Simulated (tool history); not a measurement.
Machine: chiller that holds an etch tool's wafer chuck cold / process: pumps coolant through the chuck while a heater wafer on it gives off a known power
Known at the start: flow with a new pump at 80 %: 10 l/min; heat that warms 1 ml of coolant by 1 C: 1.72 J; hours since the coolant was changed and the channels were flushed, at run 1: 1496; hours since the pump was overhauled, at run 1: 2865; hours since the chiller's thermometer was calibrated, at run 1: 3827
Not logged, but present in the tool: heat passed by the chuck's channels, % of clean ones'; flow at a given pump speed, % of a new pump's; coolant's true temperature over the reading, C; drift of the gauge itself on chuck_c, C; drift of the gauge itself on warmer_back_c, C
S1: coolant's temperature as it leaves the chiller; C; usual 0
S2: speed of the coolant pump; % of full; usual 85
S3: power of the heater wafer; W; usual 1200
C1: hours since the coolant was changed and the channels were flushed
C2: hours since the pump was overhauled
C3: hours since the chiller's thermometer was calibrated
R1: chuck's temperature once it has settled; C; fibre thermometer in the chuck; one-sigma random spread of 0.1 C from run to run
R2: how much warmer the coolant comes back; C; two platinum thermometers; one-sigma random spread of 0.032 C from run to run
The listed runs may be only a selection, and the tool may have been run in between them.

run	hour	S1	S2	S3	C1	C2	C3	R1	R2
1	0.0	0	85	1200	1496	2865	3827	13.8	3.96
2	56.6	0	85	1200	1553	2922	3884	13.7	3.95
3	92.0	0	85	1200	1588	2957	3919	13.8	3.92
4	163.5	0	85	1601	1660	3029	3990	18.3	5.32
5	244.1	-6	85	1200	1740	3109	4071	7.7	4.00
6	297.8	-6	85	1200	1794	3163	4125	7.6	4.04
7	336.4	0	85	1200	1833	3202	4163	13.6	4.04
8	375.4	0	85	1200	1872	3241	4202	13.7	4.03
9	439.1	0	85	1200	1935	3304	4266	13.9	3.97
10	488.1	8	85	1200	1984	3353	4315	22.0	3.99
11	559.4	2	85	1200	2056	3425	4386	15.8	4.02
12	618.9	2	85	1200	2115	3484	4446	15.9	4.05
13	681.4	0	96	1200	2178	3547	4508	12.9	3.51
14	749.7	0	75	1200	2246	3615	4577	15.0	4.66
15	811.1	0	75	1200	2307	3676	4638	14.8	4.69
16	875.4	0	75	1200	2372	3741	4702	15.0	4.60
17	933.8	0	75	1200	2430	3799	4761	14.8	4.67
18	983.2	-9	65	1336	2479	3848	4810	8.7	5.92
19	1056.0	9	70	1783	2552	3921	4883	32.0	7.39
20	1094.0	9	70	1783	2590	3959	4921	31.8	7.39
21	1145.2	9	70	1783	2641	4010	4972	31.9	7.35
22	1217.0	2	70	1783	2713	4082	5044	24.9	7.34
23	1268.1	2	69	856	2764	4133	5095	13.1	3.73
24	1306.4	2	69	856	2803	4172	5133	13.3	3.75
25	1384.0	5	69	1783	2880	4249	5211	28.2	7.47
26	1444.3	-7	92	1422	2941	4310	5271	8.6	4.53
27	1507.7	-7	92	1422	3004	4373	5335	8.6	4.52
28	1553.8	0	64	1422	3050	4419	5381	19.4	6.52
29	1612.8	-2	87	1082	3109	4478	5440	10.2	3.72
30	1689.7	-2	87	1082	3186	4555	5517	10.5	3.71
# hour 1738.0: chiller's thermometer calibrated
31	1744.0	-1	69	1200	3239	4608	6	14.4	5.20
32	1781.8	-4	92	1087	3277	4646	44	7.9	3.54

3 options for the next run, each taken on its own from the tool as it stands now. Forecast them:
A	1826.6	-4	79	658	3322	4691	89	?	?
B	1826.6	8	61	1387	3322	4691	89	?	?
C	1826.6	-9	92	1087	3322	4691	89	?	?

run	R1	R2
A	3.9	2.60
B	27.4	6.73
C	3.0	3.58
Without the tool's hidden state the same runs would have given:
run	R1	R2
A	3.9	2.31
B	27.3	6.44
C	2.9	3.29
